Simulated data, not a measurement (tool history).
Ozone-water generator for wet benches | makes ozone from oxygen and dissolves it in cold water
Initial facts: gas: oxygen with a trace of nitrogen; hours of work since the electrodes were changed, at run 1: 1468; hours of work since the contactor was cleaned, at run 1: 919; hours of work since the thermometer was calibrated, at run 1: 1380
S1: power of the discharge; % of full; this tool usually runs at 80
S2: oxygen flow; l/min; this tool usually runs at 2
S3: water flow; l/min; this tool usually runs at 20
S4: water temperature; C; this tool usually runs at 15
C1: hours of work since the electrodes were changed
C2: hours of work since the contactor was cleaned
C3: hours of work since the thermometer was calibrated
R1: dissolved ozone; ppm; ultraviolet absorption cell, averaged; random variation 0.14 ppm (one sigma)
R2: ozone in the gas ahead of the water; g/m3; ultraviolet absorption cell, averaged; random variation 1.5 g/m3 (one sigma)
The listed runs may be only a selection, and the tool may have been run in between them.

run,hour,S1,S2,S3,S4,C1,C2,C3,R1,R2
1,0,80,2,20,15,1468,919,1380,15.2,295.3
2,42.5,80,2,20,15,1501,952,1413,15.2,293.6
3,105,80,2,20,15,1549,1001,1461,15.3,293.1
4,136.5,80,1.25,20,15,1573,1025,1485,13.7,392
5,171.5,80,1.25,20,15,1600,1052,1512,13.8,393.4
6,240.8,80,1.25,20,15,1654,1105,1566,13.6,395.8
7,307,80,1.25,20,15,1705,1157,1617,13.9,387.1
8,359.7,80,2,26,15,1746,1197,1658,11.5,294.9
9,387.9,80,2,20,15,1767,1219,1680,15.1,294.9
10,438.7,80,2,20,15,1807,1258,1719,15,292.5
11,469.2,41,2,20,15,1830,1282,1742,10.7,209.9
12,501.2,41,2,17,15,1855,1307,1767,12.8,209.9
13,564.9,41,2,17,15,1904,1356,1816,12.5,209.6
14,606.7,80,2,20,15,1936,1388,1849,15.1,294.2
15,636,80,2,20,10,1959,1411,1871,15.6,294.1
16,699.4,80,2,20,10,2008,1460,1920,15.6,294.9
17,727.3,80,2,20,10,2030,1481,1942,15.5,296.5
18,760.8,46,2,19,16,2055,1507,1968,12,221.4
19,812.3,47,2.78,20,15,2095,1547,2008,12.1,184.9
20,854.1,80,1.18,30,23,2128,1579,2040,8.3,407.6
21,891,80,1.18,30,23,2156,1608,2068,8.1,412
22,940.9,80,2,20,16,2195,1646,2107,14.9,296.1
23,983.4,80,2,20,16,2227,1679,2140,15.1,298.7
24,1033.7,81,2,14,8,2266,1718,2179,23,299.1
25,1095.9,92,2.24,24,18,2314,1766,2227,13.2,298.1
26,1149.3,81,2,20,12,2356,1807,2268,15.5,299.6
27,1213,81,2,20,12,2405,1857,2317,15.9,301.3
28,1245.6,81,2,20,12,2430,1882,2342,15.6,303.6
29,1312.2,82,1.43,22,11,2482,1933,2394,13.1,370.9
30,1344.5,80,1.99,17,18,2506,1958,2419,17.3,301.6
31,1372.7,89,2.69,20,15,2528,1980,2441,16.5,263.3
32,1401.9,89,3.3,30,18,2551,2003,2463,11.2,232.7
33,1442.6,89,3.3,30,18,2582,2034,2495,11.1,234.1

Table of differences, measured result less the result of that run with no hidden state. Run-to-run variation is the same in both. Gauge scatter possibly is not:
Hidden state at play: yield of the discharge, % of new electrodes'; contactor's efficiency, % of a clean one's; true water temperature over the reading, C; drift of the gauge itself on ozone_ppm, %; drift of the gauge itself on gas_g_m3, %.
run,R2
1,-0.1
2,+0.1
3,+0.5
4,+0.8
5,+1
6,+1.6
7,+2.1
8,+1.9
9,+2
10,+2.3
11,+1.8
12,+1.9
13,+2.1
14,+3.1
15,+3.3
16,+3.7
17,+3.9
18,+3.1
19,+2.7
20,+6.3
21,+6.6
22,+5
23,+5.3
24,+5.6
25,+6
26,+6.2
27,+6.6
28,+6.8
29,+8.8
30,+7.3
31,+6.5
32,+5.9
33,+6.1
R1: differs from the measured result by no more than 0.1 ppm in any run.
